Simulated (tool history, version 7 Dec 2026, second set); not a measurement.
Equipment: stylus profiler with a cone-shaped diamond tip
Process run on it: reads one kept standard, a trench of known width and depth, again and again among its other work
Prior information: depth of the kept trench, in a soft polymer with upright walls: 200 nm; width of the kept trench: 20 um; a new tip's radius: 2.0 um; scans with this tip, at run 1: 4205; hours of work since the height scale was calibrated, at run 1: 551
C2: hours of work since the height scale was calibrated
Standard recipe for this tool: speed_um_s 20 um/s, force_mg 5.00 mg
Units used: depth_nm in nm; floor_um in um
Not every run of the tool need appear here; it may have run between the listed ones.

Run 1, hour 0.0: usual settings; scans with this tip 4205; C2 551. Result: depth_nm 204.21 nm, floor_um 18.07 um.
Run 2, hour 38.3: usual settings; scans with this tip 4327; C2 567. Result: depth_nm 204.07 nm, floor_um 18.03 um.
Run 3, hour 67.7: usual settings; scans with this tip 4421; C2 579. Result: depth_nm 204.19 nm, floor_um 18.08 um.
Run 4, hour 111.7: usual settings; scans with this tip 4562; C2 598. Result: depth_nm 204.42 nm, floor_um 18.03 um.
Run 5, hour 142.2: usual settings; scans with this tip 4659; C2 611. Result: depth_nm 204.13 nm, floor_um 17.99 um.
Run 6, hour 167.6: usual settings but force_mg 2.96 mg; scans with this tip 4740; C2 621. Result: depth_nm 202.68 nm, floor_um 18.01 um.
Run 7, hour 207.9: usual settings but force_mg 2.96 mg; scans with this tip 4869; C2 638. Result: depth_nm 202.64 nm, floor_um 17.98 um.
At hour 212.0: height scale calibrated on a step standard.
Run 8, hour 247.2: usual settings but force_mg 2.96 mg; scans with this tip 4992; C2 15. Result: depth_nm 202.38 nm, floor_um 18.03 um.
Run 9, hour 273.5: usual settings but force_mg 2.96 mg; scans with this tip 5076; C2 26. Result: depth_nm 202.34 nm, floor_um 17.99 um.
At hour 292.2: height scale calibrated on a step standard, once more.
Run 10, hour 301.3: usual settings but force_mg 2.96 mg; scans with this tip 5163; C2 4. Result: depth_nm 203.34 nm, floor_um 17.95 um.
Run 11, hour 344.5: usual settings but speed_um_s 15 um/s; scans with this tip 5301; C2 22. Result: depth_nm 204.72 nm, floor_um 18.03 um.
Run 12, hour 385.7: usual settings but speed_um_s 15 um/s; scans with this tip 5433; C2 39. Result: depth_nm 204.86 nm, floor_um 17.99 um.
Run 13, hour 434.2: usual settings but speed_um_s 6 um/s, force_mg 2.74 mg; scans with this tip 5587; C2 59. Result: depth_nm 203.11 nm, floor_um 17.98 um.
Run 14, hour 463.2: usual settings but speed_um_s 6 um/s, force_mg 2.74 mg; scans with this tip 5680; C2 72. Result: depth_nm 203.19 nm, floor_um 18.04 um.
Run 15, hour 506.4: usual settings but speed_um_s 28 um/s, force_mg 1.75 mg; scans with this tip 5818; C2 90. Result: depth_nm 202.15 nm, floor_um 17.93 um.
Run 16, hour 546.2: usual settings but speed_um_s 51 um/s, force_mg 8.17 mg; scans with this tip 5945; C2 106. Result: depth_nm 206.55 nm, floor_um 17.89 um.
Run 17, hour 573.7: usual settings but speed_um_s 51 um/s, force_mg 3.15 mg; scans with this tip 6033; C2 118. Result: depth_nm 203.21 nm, floor_um 17.79 um.
Run 18, hour 605.1: usual settings but speed_um_s 7 um/s, force_mg 11.58 mg; scans with this tip 6133; C2 131. Result: depth_nm 208.31 nm, floor_um 18.03 um.
Run 19, hour 627.1: usual settings but speed_um_s 7 um/s, force_mg 11.58 mg; scans with this tip 6203; C2 140. Result: depth_nm 208.28 nm, floor_um 17.97 um.
Run 20, hour 649.9: usual settings but speed_um_s 7 um/s, force_mg 11.58 mg; scans with this tip 6276; C2 150. Result: depth_nm 208.39 nm, floor_um 18.00 um.
Run 21, hour 688.4: usual settings but speed_um_s 7 um/s, force_mg 2.49 mg; scans with this tip 6399; C2 166. Result: depth_nm 202.80 nm, floor_um 17.98 um.
Run 22, hour 719.4: usual settings but speed_um_s 7 um/s, force_mg 2.49 mg; scans with this tip 6498; C2 179. Result: depth_nm 202.80 nm, floor_um 17.95 um.

Below are 4 alternative next runs, each starting from the tool's condition after run 22. Predict each:
Run A, hour 759.4: usual settings but speed_um_s 19 um/s, force_mg 7.39 mg; scans with this tip 6625; C2 195. Result: depth_nm ?, floor_um ?.
Run B, hour 759.4: usual settings but speed_um_s 6 um/s, force_mg 7.84 mg; scans with this tip 6625; C2 195. Result: depth_nm ?, floor_um ?.
Run C, hour 759.4: usual settings but speed_um_s 13 um/s, force_mg 4.92 mg; scans with this tip 6625; C2 195. Result: depth_nm ?, floor_um ?.
Run D, hour 759.4: usual settings but speed_um_s 5 um/s, force_mg 2.13 mg; scans with this tip 6625; C2 195. Result: depth_nm ?, floor_um ?.

run  depth_nm  floor_um
  A    205.94     17.92
  B    206.47     18.01
  C    204.50     17.95
  D    202.48     17.97
Had the tool no hidden state, the same runs would have come out as:
run  depth_nm  floor_um
  A    206.14     18.16
  B    206.67     18.25
  C    204.70     18.19
  D    202.68     18.21
